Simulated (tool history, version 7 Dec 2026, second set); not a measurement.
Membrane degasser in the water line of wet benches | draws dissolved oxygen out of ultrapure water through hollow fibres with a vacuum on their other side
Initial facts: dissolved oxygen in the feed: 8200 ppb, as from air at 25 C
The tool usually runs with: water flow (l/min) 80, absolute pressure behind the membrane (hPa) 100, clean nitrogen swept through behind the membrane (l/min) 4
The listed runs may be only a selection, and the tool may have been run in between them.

run    hour  water flow (l/min)  absolute pressure behind the membrane (hPa)  clean nitrogen swept through behind the membrane (l/min)  dissolved oxygen in the water behind the degasser (ppb)  pressure that the water loses in the fibres (hPa)
  1       0                  80                                          100                                                         4                                                      302                                              376.8
  2   193.5                  80                                          100                                                         4                                                    303.8                                              374.8
  3     367                  80                                          100                                                         4                                                    304.1                                              378.9
  4   535.3                  80                                          100                                                         4                                                    304.3                                              377.8
  5   660.2                  80                                           65                                                         4                                                    155.8                                              379.7
  6   822.8                  80                                           65                                                         4                                                    156.1                                              378.5
  7  1062.6                  80                                          100                                                         4                                                    304.6                                              375.8
  8  1187.6                  80                                          100                                                      6.28                                                    206.3                                              376.9
  9  1318.1                  80                                          100                                                         4                                                    308.1                                              380.4
 10  1514.9                  80                                          100                                                         4                                                    308.5                                              378.4
 11    1764                  80                                          183                                                         4                                                      637                                              381.2
 12  1945.4                  80                                          183                                                         4                                                    639.5                                              377.7
 13  2123.2                  80                                          183                                                         4                                                    637.1                                              378.1
 14  2329.2                  80                                          183                                                         4                                                    637.7                                              379.3
 15  2486.7                  80                                          100                                                         4                                                    306.9                                              380.3
     2500.8  -- vacuum gauge calibrated
 16  2621.9                  80                                          100                                                      9.51                                                    145.9                                              376.8
 17  2786.3                  80                                          100                                                      9.51                                                    144.8                                              377.1
 18  2964.3                 112                                          197                                                         4                                                    907.4                                              528.5
     3010.1  -- vacuum gauge calibrated, once more
 19  3086.7                 101                                          100                                                      2.18                                                    599.5                                              476.7
 20  3315.8                  80                                          132                                                      2.29                                                      679                                              378.5
 21  3523.4                  86                                           80                                                      2.29                                                    369.3                                              406.3
 22  3636.2                  73                                           80                                                      2.29                                                    320.4                                              350.2
 23  3868.3                  61                                           89                                                      4.31                                                    188.6                                              289.5
 24  4109.3                  61                                           89                                                      4.31                                                    188.6                                              290.8
 25    4305                  61                                           89                                                      5.76                                                    144.3                                                289
 26  4508.4                  49                                           89                                                      2.12                                                    288.3                                              234.8
 27  4671.6                 121                                          239                                                      2.82                                                   1513.1                                              575.7
 28    4804                  80                                          232                                                      2.49                                                   1196.2                                              381.2
     5030.9  -- seals of the vacuum lines changed
 29  5034.1                  80                                          232                                                      2.49                                                   1191.2                                              378.9
 30  5266.6                  80                                          232                                                      2.49                                                   1194.1                                              383.2
 31  5436.8                 103                                          100                                                      2.24                                                    592.6                                              490.2
 32  5604.3                  67                                          147                                                         4                                                    425.2                                              318.5

Below, some changes in dissolved oxygen in the water behind the degasser (ppb) between adjacent runs. For each, the amount present without the hidden state too (settings, incoming material, random variation) and the amount remaining for the hidden state with gauge scatter not shared by both compared results:
Hidden state at play: membrane still open, %; true pressure behind the membrane over the reading, kPa; air that leaks in behind the membrane, l/min; drift of the gauge itself on oxygen_ppb, %; drift of the gauge itself on loss_of_pressure_kpa, %.
Run 17 -> 18: water flow (l/min) 80 -> 112, absolute pressure behind the membrane (hPa) 100 -> 197, clean nitrogen swept through behind the membrane (l/min) 9.51 -> 4. dissolved oxygen in the water behind the degasser (ppb) +762.6: hidden state +5.2, all else +757.4.
Run 18 -> 19: water flow (l/min) 112 -> 101, absolute pressure behind the membrane (hPa) 197 -> 100, clean nitrogen swept through behind the membrane (l/min) 4 -> 2.18, vacuum gauge calibrated, once more. dissolved oxygen in the water behind the degasser (ppb) -307.9: hidden state -5.2, all else -302.7.
Run 26 -> 27: water flow (l/min) 49 -> 121, absolute pressure behind the membrane (hPa) 89 -> 239, clean nitrogen swept through behind the membrane (l/min) 2.12 -> 2.82. dissolved oxygen in the water behind the degasser (ppb) +1224.8: hidden state +2, all else +1222.8.
Run 30 -> 31: water flow (l/min) 80 -> 103, absolute pressure behind the membrane (hPa) 232 -> 100, clean nitrogen swept through behind the membrane (l/min) 2.49 -> 2.24. dissolved oxygen in the water behind the degasser (ppb) -601.5: hidden state +3.4, all else -604.9.
Run 31 -> 32: water flow (l/min) 103 -> 67, absolute pressure behind the membrane (hPa) 100 -> 147, clean nitrogen swept through behind the membrane (l/min) 2.24 -> 4. dissolved oxygen in the water behind the degasser (ppb) -167.4: hidden state -4.7, all else -162.7.

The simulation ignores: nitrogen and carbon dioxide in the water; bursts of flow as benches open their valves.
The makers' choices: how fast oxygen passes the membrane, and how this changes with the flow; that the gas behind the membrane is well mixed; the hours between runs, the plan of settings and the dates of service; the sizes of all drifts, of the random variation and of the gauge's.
